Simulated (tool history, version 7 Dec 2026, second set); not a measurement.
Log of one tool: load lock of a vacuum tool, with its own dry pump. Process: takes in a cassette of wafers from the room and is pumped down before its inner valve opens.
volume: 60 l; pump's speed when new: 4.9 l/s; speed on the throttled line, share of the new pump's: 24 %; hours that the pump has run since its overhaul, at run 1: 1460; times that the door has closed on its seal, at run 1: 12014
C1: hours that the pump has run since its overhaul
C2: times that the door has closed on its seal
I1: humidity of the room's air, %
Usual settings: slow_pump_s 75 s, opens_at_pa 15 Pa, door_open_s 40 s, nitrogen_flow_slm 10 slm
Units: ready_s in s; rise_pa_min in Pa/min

run 1 day=0.000 | slow_pump_s=75 opens_at_pa=15 door_open_s=40 nitrogen_flow_slm=10 | C1=1460 C2=12014 | I1=48.9 | ready_s=166.6 rise_pa_min=0.073
run 2 day=3.775 | slow_pump_s=75 opens_at_pa=15 door_open_s=40 nitrogen_flow_slm=7 | C1=1550 C2=12174 | I1=43.8 | ready_s=166.7 rise_pa_min=0.075
run 3 day=9.379 | slow_pump_s=75 opens_at_pa=15 door_open_s=40 nitrogen_flow_slm=7 | C1=1685 C2=12411 | I1=45.4 | ready_s=166.9 rise_pa_min=0.081
run 4 day=13.858 | slow_pump_s=75 opens_at_pa=15 door_open_s=40 nitrogen_flow_slm=7 | C1=1792 C2=12600 | I1=48.7 | ready_s=166.8 rise_pa_min=0.079
run 5 day=19.358 | slow_pump_s=75 opens_at_pa=15 door_open_s=40 nitrogen_flow_slm=10 | C1=1924 C2=12833 | I1=50.3 | ready_s=166.8 rise_pa_min=0.080
run 6 day=25.417 | slow_pump_s=75 opens_at_pa=15 door_open_s=40 nitrogen_flow_slm=10 | C1=2069 C2=13090 | I1=45.9 | ready_s=168.8 rise_pa_min=0.077
run 7 day=30.800 | slow_pump_s=75 opens_at_pa=15 door_open_s=40 nitrogen_flow_slm=10 | C1=2199 C2=13318 | I1=42.9 | ready_s=168.0 rise_pa_min=0.071
run 8 day=36.942 | slow_pump_s=75 opens_at_pa=15 door_open_s=40 nitrogen_flow_slm=10 | C1=2346 C2=13578 | I1=46.1 | ready_s=167.7 rise_pa_min=0.081
run 9 day=44.008 | slow_pump_s=75 opens_at_pa=15 door_open_s=40 nitrogen_flow_slm=27 | C1=2516 C2=13877 | I1=42.9 | ready_s=168.4 rise_pa_min=0.066
run 10 day=48.471 | slow_pump_s=75 opens_at_pa=15 door_open_s=40 nitrogen_flow_slm=27 | C1=2623 C2=14066 | I1=44.2 | ready_s=168.9 rise_pa_min=0.065
run 11 day=54.004 | slow_pump_s=75 opens_at_pa=20 door_open_s=40 nitrogen_flow_slm=10 | C1=2756 C2=14300 | I1=44.8 | ready_s=165.1 rise_pa_min=0.078
run 12 day=58.400 | slow_pump_s=75 opens_at_pa=20 door_open_s=40 nitrogen_flow_slm=10 | C1=2861 C2=14486 | I1=43.6 | ready_s=165.3 rise_pa_min=0.073
run 13 day=65.475 | slow_pump_s=75 opens_at_pa=20 door_open_s=40 nitrogen_flow_slm=10 | C1=3031 C2=14786 | I1=48.1 | ready_s=165.6 rise_pa_min=0.083
run 14 day=68.558 | slow_pump_s=75 opens_at_pa=15 door_open_s=40 nitrogen_flow_slm=10 | C1=3105 C2=14916 | I1=41.2 | ready_s=168.5 rise_pa_min=0.076
run 15 day=71.517 | slow_pump_s=42 opens_at_pa=15 door_open_s=180 nitrogen_flow_slm=30 | C1=3176 C2=15041 | I1=43.5 | ready_s=144.3 rise_pa_min=0.086
run 16 day=76.650 | slow_pump_s=75 opens_at_pa=15 door_open_s=40 nitrogen_flow_slm=9 | C1=3299 C2=15259 | I1=48.3 | ready_s=169.6 rise_pa_min=0.084
run 17 day=82.800 | slow_pump_s=119 opens_at_pa=10 door_open_s=40 nitrogen_flow_slm=10 | C1=3447 C2=15519 | I1=46.8 | ready_s=207.8 rise_pa_min=0.087
run 18 day=87.483 | slow_pump_s=119 opens_at_pa=14 door_open_s=229 nitrogen_flow_slm=10 | C1=3559 C2=15717 | I1=43.7 | ready_s=203.1 rise_pa_min=0.121
run 19 day=91.708 | slow_pump_s=75 opens_at_pa=15 door_open_s=40 nitrogen_flow_slm=4 | C1=3661 C2=15896 | I1=47.5 | ready_s=169.1 rise_pa_min=0.094
run 20 day=94.988 | slow_pump_s=75 opens_at_pa=15 door_open_s=40 nitrogen_flow_slm=4 | C1=3739 C2=16035 | I1=45.1 | ready_s=169.0 rise_pa_min=0.099
run 21 day=99.400 | slow_pump_s=75 opens_at_pa=24 door_open_s=40 nitrogen_flow_slm=10 | C1=3845 C2=16222 | I1=44.2 | ready_s=163.2 rise_pa_min=0.087
run 22 day=103.204 | slow_pump_s=42 opens_at_pa=25 door_open_s=40 nitrogen_flow_slm=10 | C1=3936 C2=16383 | I1=43.2 | ready_s=138.4 rise_pa_min=0.087
run 23 day=110.342 | slow_pump_s=72 opens_at_pa=25 door_open_s=40 nitrogen_flow_slm=26 | C1=4108 C2=16685 | I1=43.6 | ready_s=160.3 rise_pa_min=0.074
run 24 day=116.167 | slow_pump_s=72 opens_at_pa=25 door_open_s=40 nitrogen_flow_slm=26 | C1=4248 C2=16932 | I1=47.6 | ready_s=161.3 rise_pa_min=0.082
run 25 day=122.717 | slow_pump_s=72 opens_at_pa=25 door_open_s=40 nitrogen_flow_slm=26 | C1=4405 C2=17209 | I1=45.6 | ready_s=161.7 rise_pa_min=0.081
run 26 day=128.929 | slow_pump_s=73 opens_at_pa=20 door_open_s=59 nitrogen_flow_slm=15 | C1=4554 C2=17472 | I1=48.2 | ready_s=165.3 rise_pa_min=0.096
run 27 day=132.754 | slow_pump_s=73 opens_at_pa=20 door_open_s=59 nitrogen_flow_slm=15 | C1=4646 C2=17634 | I1=43.9 | ready_s=166.3 rise_pa_min=0.088
run 28 day=139.362 | slow_pump_s=139 opens_at_pa=20 door_open_s=27 nitrogen_flow_slm=5 | C1=4804 C2=17914 | I1=44.6 | ready_s=216.5 rise_pa_min=0.093

Forecast each of these 4 alternatives for the next run:
run A day=145.312 | slow_pump_s=81 opens_at_pa=15 door_open_s=106 nitrogen_flow_slm=10 | C1=4947 C2=18165 | I1=45.0 | ready_s=? rise_pa_min=?
run B day=145.312 | slow_pump_s=139 opens_at_pa=24 door_open_s=149 nitrogen_flow_slm=5 | C1=4947 C2=18165 | I1=46.4 | ready_s=? rise_pa_min=?
run C day=145.312 | slow_pump_s=43 opens_at_pa=16 door_open_s=53 nitrogen_flow_slm=5 | C1=4947 C2=18165 | I1=44.4 | ready_s=? rise_pa_min=?
run D day=145.312 | slow_pump_s=139 opens_at_pa=20 door_open_s=75 nitrogen_flow_slm=5 | C1=4947 C2=18165 | I1=46.7 | ready_s=? rise_pa_min=?

run=A ready_s=175.9 rise_pa_min=0.113
run=B ready_s=212.8 rise_pa_min=0.129
run=C ready_s=145.6 rise_pa_min=0.104
run=D ready_s=215.2 rise_pa_min=0.111
Without the tool's hidden state the same runs would have given:
run=A ready_s=171.0 rise_pa_min=0.063
run=B ready_s=209.0 rise_pa_min=0.079
run=C ready_s=140.3 rise_pa_min=0.055
run=D ready_s=211.3 rise_pa_min=0.061

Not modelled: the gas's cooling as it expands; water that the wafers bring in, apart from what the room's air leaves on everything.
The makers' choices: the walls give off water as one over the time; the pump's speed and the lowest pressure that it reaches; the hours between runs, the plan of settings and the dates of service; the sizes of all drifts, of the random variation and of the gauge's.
